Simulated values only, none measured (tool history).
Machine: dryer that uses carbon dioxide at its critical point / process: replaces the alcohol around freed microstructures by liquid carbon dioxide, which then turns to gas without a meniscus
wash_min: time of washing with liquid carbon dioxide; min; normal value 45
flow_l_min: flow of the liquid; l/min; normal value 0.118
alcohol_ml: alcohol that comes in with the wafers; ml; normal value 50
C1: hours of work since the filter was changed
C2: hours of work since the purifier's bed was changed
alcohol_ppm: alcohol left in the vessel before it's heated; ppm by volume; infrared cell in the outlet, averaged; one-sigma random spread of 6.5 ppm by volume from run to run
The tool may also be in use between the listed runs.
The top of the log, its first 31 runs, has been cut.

{"run": 32, "day": 35.625, "wash_min": 53, "flow_l_min": 0.118, "alcohol_ml": 50, "C1": 263, "C2": 567, "alcohol_ppm": 319}
{"run": 33, "day": 36.596, "wash_min": 32, "flow_l_min": 0.192, "alcohol_ml": 60, "C1": 270, "C2": 574, "alcohol_ppm": 431}
{"run": 34, "day": 37.483, "wash_min": 45, "flow_l_min": 0.1, "alcohol_ml": 50, "C1": 277, "C2": 580, "alcohol_ppm": 956}
{"run": 35, "day": 38.408, "wash_min": 39, "flow_l_min": 0.176, "alcohol_ml": 37, "C1": 284, "C2": 587, "alcohol_ppm": 265}
{"run": 36, "day": 40.017, "wash_min": 39, "flow_l_min": 0.176, "alcohol_ml": 37, "C1": 296, "C2": 599, "alcohol_ppm": 259}
{"run": 37, "day": 40.996, "wash_min": 30, "flow_l_min": 0.176, "alcohol_ml": 37, "C1": 303, "C2": 606, "alcohol_ppm": 512}
{"run": 38, "day": 41.854, "wash_min": 30, "flow_l_min": 0.176, "alcohol_ml": 37, "C1": 309, "C2": 613, "alcohol_ppm": 512}
{"day": 42.396, "done": "inlet filter changed"}
{"run": 39, "day": 43.079, "wash_min": 30, "flow_l_min": 0.103, "alcohol_ml": 48, "C1": 5, "C2": 621, "alcohol_ppm": 2483}
{"run": 40, "day": 44.679, "wash_min": 30, "flow_l_min": 0.198, "alcohol_ml": 98, "C1": 17, "C2": 633, "alcohol_ppm": 557}
{"day": 45.508, "done": "purifier's bed changed"}
{"run": 41, "day": 46.325, "wash_min": 60, "flow_l_min": 0.099, "alcohol_ml": 59, "C1": 28, "C2": 6, "alcohol_ppm": 191}
{"run": 42, "day": 47.783, "wash_min": 60, "flow_l_min": 0.08, "alcohol_ml": 37, "C1": 39, "C2": 17, "alcohol_ppm": 336}
{"run": 43, "day": 48.779, "wash_min": 63, "flow_l_min": 0.133, "alcohol_ml": 71, "C1": 46, "C2": 24, "alcohol_ppm": 30}

5 options for the next run, each taken on its own from the tool as it stands now. Forecast them:
{"run": "A", "day": 49.938, "wash_min": 29, "flow_l_min": 0.073, "alcohol_ml": 58, "C1": 55, "C2": 33, "alcohol_ppm": "?"}
{"run": "B", "day": 49.938, "wash_min": 57, "flow_l_min": 0.072, "alcohol_ml": 57, "C1": 55, "C2": 33, "alcohol_ppm": "?"}
{"run": "C", "day": 49.938, "wash_min": 45, "flow_l_min": 0.118, "alcohol_ml": 44, "C1": 55, "C2": 33, "alcohol_ppm": "?"}
{"run": "D", "day": 49.938, "wash_min": 44, "flow_l_min": 0.114, "alcohol_ml": 105, "C1": 55, "C2": 33, "alcohol_ppm": "?"}
{"run": "E", "day": 49.938, "wash_min": 37, "flow_l_min": 0.081, "alcohol_ml": 31, "C1": 55, "C2": 33, "alcohol_ppm": "?"}

run=A alcohol_ppm=7089
run=B alcohol_ppm=976
run=C alcohol_ppm=253
run=D alcohol_ppm=815
run=E alcohol_ppm=1652
What these runs would have given with no unlogged condition in the tool:
run=A alcohol_ppm=6900
run=B alcohol_ppm=920
run=C alcohol_ppm=228
run=D alcohol_ppm=758
run=E alcohol_ppm=1583

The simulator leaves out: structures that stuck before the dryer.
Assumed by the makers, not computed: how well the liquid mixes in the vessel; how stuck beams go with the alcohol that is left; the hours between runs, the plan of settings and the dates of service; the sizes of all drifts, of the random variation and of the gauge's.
